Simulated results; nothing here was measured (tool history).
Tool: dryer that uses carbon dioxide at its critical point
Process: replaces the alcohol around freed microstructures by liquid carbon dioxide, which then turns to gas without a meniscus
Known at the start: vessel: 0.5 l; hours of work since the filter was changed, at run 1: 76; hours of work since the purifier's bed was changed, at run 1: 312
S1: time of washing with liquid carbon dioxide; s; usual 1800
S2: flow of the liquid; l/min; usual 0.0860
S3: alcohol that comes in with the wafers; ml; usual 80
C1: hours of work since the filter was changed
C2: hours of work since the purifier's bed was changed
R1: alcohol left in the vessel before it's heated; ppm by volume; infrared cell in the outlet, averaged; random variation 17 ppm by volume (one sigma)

Run 1, hour 0.0: usual settings; C1 76; C2 312. Result: R1 1483 ppm by volume.
Run 2, hour 32.9: usual settings but S2 0.1044 l/min; C1 87; C2 324. Result: R1 554 ppm by volume.
Run 3, hour 77.8: usual settings but S2 0.1044 l/min; C1 103; C2 340. Result: R1 604 ppm by volume.
Run 4, hour 122.7: usual settings but S2 0.1044 l/min; C1 119; C2 355. Result: R1 611 ppm by volume.
Run 5, hour 176.4: usual settings but S2 0.1044 l/min; C1 137; C2 374. Result: R1 684 ppm by volume.
Run 6, hour 238.1: usual settings; C1 159; C2 396. Result: R1 1901 ppm by volume.
Run 7, hour 298.0: usual settings but S3 42 ml; C1 180; C2 417. Result: R1 1100 ppm by volume.
Run 8, hour 351.9: usual settings but S3 42 ml; C1 199; C2 435. Result: R1 1175 ppm by volume.
At hour 358.2: inlet filter changed.
Run 9, hour 402.2: usual settings; C1 15; C2 453. Result: R1 1179 ppm by volume.
Run 10, hour 452.7: usual settings; C1 33; C2 470. Result: R1 1292 ppm by volume.
Run 11, hour 491.9: usual settings but S1 1380 s; C1 47; C2 484. Result: R1 3973 ppm by volume.
Run 12, hour 532.8: usual settings but S1 1200 s; C1 61; C2 498. Result: R1 6663 ppm by volume.
Run 13, hour 578.9: usual settings; C1 77; C2 514. Result: R1 1460 ppm by volume.
Run 14, hour 626.0: usual settings; C1 94; C2 531. Result: R1 1525 ppm by volume.
Run 15, hour 657.7: usual settings but S1 2520 s, S2 0.1164 l/min, S3 22 ml; C1 105; C2 542. Result: R1 22 ppm by volume.
Run 16, hour 718.5: usual settings but S1 2520 s, S2 0.1164 l/min, S3 22 ml; C1 126; C2 563. Result: R1 32 ppm by volume.
Run 17, hour 764.2: usual settings but S1 2520 s, S2 0.1164 l/min, S3 91 ml; C1 142; C2 579. Result: R1 56 ppm by volume.
Run 18, hour 820.3: usual settings but S1 2340 s, S2 0.0962 l/min, S3 25 ml; C1 161; C2 599. Result: R1 97 ppm by volume.
Run 19, hour 859.1: usual settings but S2 0.0758 l/min, S3 92 ml; C1 175; C2 612. Result: R1 3931 ppm by volume.
Run 20, hour 918.4: usual settings but S1 2580 s, S2 0.1050 l/min, S3 92 ml; C1 196; C2 633. Result: R1 114 ppm by volume.
At hour 931.1: inlet filter changed.
Run 21, hour 975.5: usual settings but S1 2580 s, S2 0.0746 l/min, S3 110 ml; C1 16; C2 653. Result: R1 538 ppm by volume.
Run 22, hour 1025.3: usual settings but S1 2580 s, S2 0.0605 l/min, S3 21 ml; C1 33; C2 670. Result: R1 369 ppm by volume.
Run 23, hour 1063.2: usual settings but S1 2760 s, S2 0.0822 l/min, S3 111 ml; C1 46; C2 683. Result: R1 228 ppm by volume.
Run 24, hour 1094.0: usual settings but S1 2760 s, S2 0.0822 l/min, S3 111 ml; C1 57; C2 694. Result: R1 244 ppm by volume.
Run 25, hour 1161.7: usual settings but S1 1920 s, S2 0.0640 l/min, S3 84 ml; C1 81; C2 718. Result: R1 4245 ppm by volume.
Run 26, hour 1205.1: usual settings but S1 1920 s, S2 0.0640 l/min, S3 84 ml; C1 96; C2 733. Result: R1 4431 ppm by volume.

5 ways to go on from here, each from the tool as it stands after run 26. What would each give?
Run A, hour 1237.0: usual settings but S1 1920 s, S2 0.1378 l/min, S3 84 ml; C1 107; C2 744. Result: R1 ?.
Run B, hour 1237.0: usual settings but S1 1500 s, S2 0.1070 l/min, S3 84 ml; C1 107; C2 744. Result: R1 ?.
Run C, hour 1237.0: usual settings but S1 1500 s, S2 0.1037 l/min, S3 93 ml; C1 107; C2 744. Result: R1 ?.
Run D, hour 1237.0: usual settings but S1 2280 s, S2 0.0640 l/min, S3 112 ml; C1 107; C2 744. Result: R1 ?.
Run E, hour 1237.0: usual settings but S1 1860 s, S2 0.0719 l/min; C1 107; C2 744. Result: R1 ?.

run    R1
  A    75
  B  1373
  C  1781
  D  3151
  E  2984
Without the tool's hidden state the same runs would have given:
run    R1
  A    25
  B   920
  C  1210
  D  2214
  E  2153

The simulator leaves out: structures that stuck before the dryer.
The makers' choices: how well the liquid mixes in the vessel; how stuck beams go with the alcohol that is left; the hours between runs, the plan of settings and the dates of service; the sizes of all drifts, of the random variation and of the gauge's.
